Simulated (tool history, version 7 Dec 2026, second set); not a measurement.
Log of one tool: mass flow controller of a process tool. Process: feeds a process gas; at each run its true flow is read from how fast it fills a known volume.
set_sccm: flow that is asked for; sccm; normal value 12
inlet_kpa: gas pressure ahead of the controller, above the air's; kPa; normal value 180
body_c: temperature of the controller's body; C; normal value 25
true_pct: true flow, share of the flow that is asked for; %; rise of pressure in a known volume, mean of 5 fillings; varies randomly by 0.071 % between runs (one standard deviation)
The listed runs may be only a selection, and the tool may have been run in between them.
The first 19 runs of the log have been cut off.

run 20 hour=7658.2 | set_sccm=12 inlet_kpa=180 body_c=30 | true_pct=97.21
run 21 hour=7877.6 | set_sccm=2 inlet_kpa=173 body_c=25 | true_pct=93.53
run 22 hour=8404.1 | set_sccm=2 inlet_kpa=173 body_c=25 | true_pct=93.21
run 23 hour=8759 | set_sccm=3 inlet_kpa=254 body_c=25 | true_pct=94.88
run 24 hour=8993.5 | set_sccm=17 inlet_kpa=225 body_c=22 | true_pct=97.99
run 25 hour=9380.9 | set_sccm=8 inlet_kpa=222 body_c=35 | true_pct=96.27
run 26 hour=9915.1 | set_sccm=8 inlet_kpa=222 body_c=35 | true_pct=96.02
run 27 hour=10201.3 | set_sccm=8 inlet_kpa=222 body_c=35 | true_pct=95.97
run 28 hour=10426 | set_sccm=8 inlet_kpa=255 body_c=35 | true_pct=96.15
run 29 hour=10808.8 | set_sccm=4 inlet_kpa=180 body_c=25 | true_pct=94.7
run 30 hour=11163.5 | set_sccm=2 inlet_kpa=232 body_c=22 | true_pct=91.97

Each row is a separate what-if for the run after 30, all from the same tool condition, not one after another. Results?
run A hour=11462.9 | set_sccm=12 inlet_kpa=240 body_c=36 | true_pct=?
run B hour=11462.9 | set_sccm=20 inlet_kpa=232 body_c=27 | true_pct=?
run C hour=11462.9 | set_sccm=12 inlet_kpa=180 body_c=21 | true_pct=?
run D hour=11462.9 | set_sccm=3 inlet_kpa=185 body_c=21 | true_pct=?
run E hour=11462.9 | set_sccm=6 inlet_kpa=232 body_c=23 | true_pct=?

run=A true_pct=96.4
run=B true_pct=97.54
run=C true_pct=96.71
run=D true_pct=93.5
run=E true_pct=95.64
Without the tool's unlogged condition, the same runs would have read:
run=A true_pct=99.33
run=B true_pct=100.1
run=C true_pct=99.63
run=D true_pct=99.19
run=E true_pct=99.49
